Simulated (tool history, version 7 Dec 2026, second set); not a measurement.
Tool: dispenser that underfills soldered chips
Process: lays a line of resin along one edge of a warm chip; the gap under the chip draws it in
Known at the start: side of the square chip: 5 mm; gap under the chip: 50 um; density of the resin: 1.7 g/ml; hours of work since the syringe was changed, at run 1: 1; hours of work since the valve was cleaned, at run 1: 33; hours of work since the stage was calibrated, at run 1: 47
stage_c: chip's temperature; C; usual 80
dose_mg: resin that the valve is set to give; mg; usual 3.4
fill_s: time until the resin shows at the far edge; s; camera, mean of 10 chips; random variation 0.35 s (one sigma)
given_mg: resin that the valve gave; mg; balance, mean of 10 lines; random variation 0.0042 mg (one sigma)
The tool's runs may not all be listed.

| run | day | stage_c | dose_mg | hours of work since the syringe was changed | hours of work since the valve was cleaned | hours of work since the stage was calibrated | fill_s | given_mg |
|---|---|---|---|---|---|---|---|---|
| 1 | 0 | 80 | 3.4 | 1 | 33 | 47 | 19.9 | 3.359 |
| 2 | 0.312 | 80 | 3.4 | 6 | 37 | 52 | 29 | 3.353 |
|  | 0.542 | new syringe of resin |
| 3 | 0.921 | 80 | 3.4 | 6 | 46 | 61 | 29.2 | 3.346 |
|  | 1.146 | new syringe of resin |
|  | 1.188 | dispensing valve cleaned and set on the balance |
| 4 | 1.425 | 80 | 3.4 | 4 | 4 | 67 | 25.1 | 3.391 |
|  | 1.8 | new syringe of resin |
| 5 | 2.042 | 80 | 3.4 | 4 | 13 | 76 | 23.9 | 3.381 |
|  | 2.417 | new syringe of resin |
| 6 | 2.542 | 80 | 3.4 | 2 | 20 | 84 | 21.3 | 3.377 |
|  | 3.004 | new syringe of resin |
| 7 | 3.104 | 80 | 3.4 | 1 | 28 | 92 | 20.1 | 3.36 |
|  | 3.617 | new syringe of resin |
| 8 | 3.658 | 80 | 3.4 | 1 | 36 | 100 | 18.8 | 3.355 |
| 9 | 4.104 | 80 | 3.4 | 7 | 43 | 107 | 33 | 3.346 |
|  | 4.242 | new syringe of resin |
| 10 | 4.454 | 80 | 3.4 | 3 | 48 | 112 | 23.7 | 3.336 |
|  | 4.592 | dispensing valve cleaned and set on the balance |
|  | 4.858 | new syringe of resin |
| 11 | 4.858 | 80 | 3.4 | 0 | 4 | 117 | 18.1 | 3.396 |
| 12 | 5.221 | 80 | 3.4 | 5 | 9 | 122 | 28.9 | 3.391 |
|  | 5.471 | new syringe of resin |
| 13 | 5.729 | 80 | 3.4 | 4 | 17 | 130 | 24.7 | 3.376 |
|  | 6.075 | new syringe of resin |
| 14 | 6.221 | 80 | 3.4 | 2 | 24 | 137 | 21 | 3.36 |
|  | 6.658 | new syringe of resin |
| 15 | 6.892 | 80 | 3.4 | 3 | 33 | 146 | 24.2 | 3.349 |
|  | 7.296 | new syringe of resin |
| 16 | 7.604 | 91 | 3.4 | 5 | 44 | 157 | 16.2 | 3.339 |
|  | 7.879 | new syringe of resin |
|  | 8.038 | dispensing valve cleaned and set on the balance |
| 17 | 8.175 | 80 | 4.1 | 4 | 2 | 164 | 23.9 | 4.101 |
|  | 8.5 | new syringe of resin |
| 18 | 8.717 | 80 | 3.71 | 3 | 10 | 172 | 23.7 | 3.694 |
|  | 9.1 | new syringe of resin |
| 19 | 9.171 | 80 | 3.71 | 1 | 16 | 179 | 18.5 | 3.687 |
|  | 9.679 | new syringe of resin |
| 20 | 9.804 | 80 | 3.71 | 2 | 26 | 188 | 20.5 | 3.668 |
|  | 10.288 | new syringe of resin |
| 21 | 10.5 | 82 | 3.55 | 3 | 36 | 198 | 21.2 | 3.497 |

Run 22 comes next. What will it give?
|  | 10.867 | new syringe of resin |
| 22 | 10.867 | 87 | 3.53 | 0 | 41 | 204 | ? | ? |

{"run 22": {"fill_s": 13, "given_mg": 3.467}}
Without the tool's hidden state the same run would have given fill_s 13.8 s, given_mg 3.525 mg.
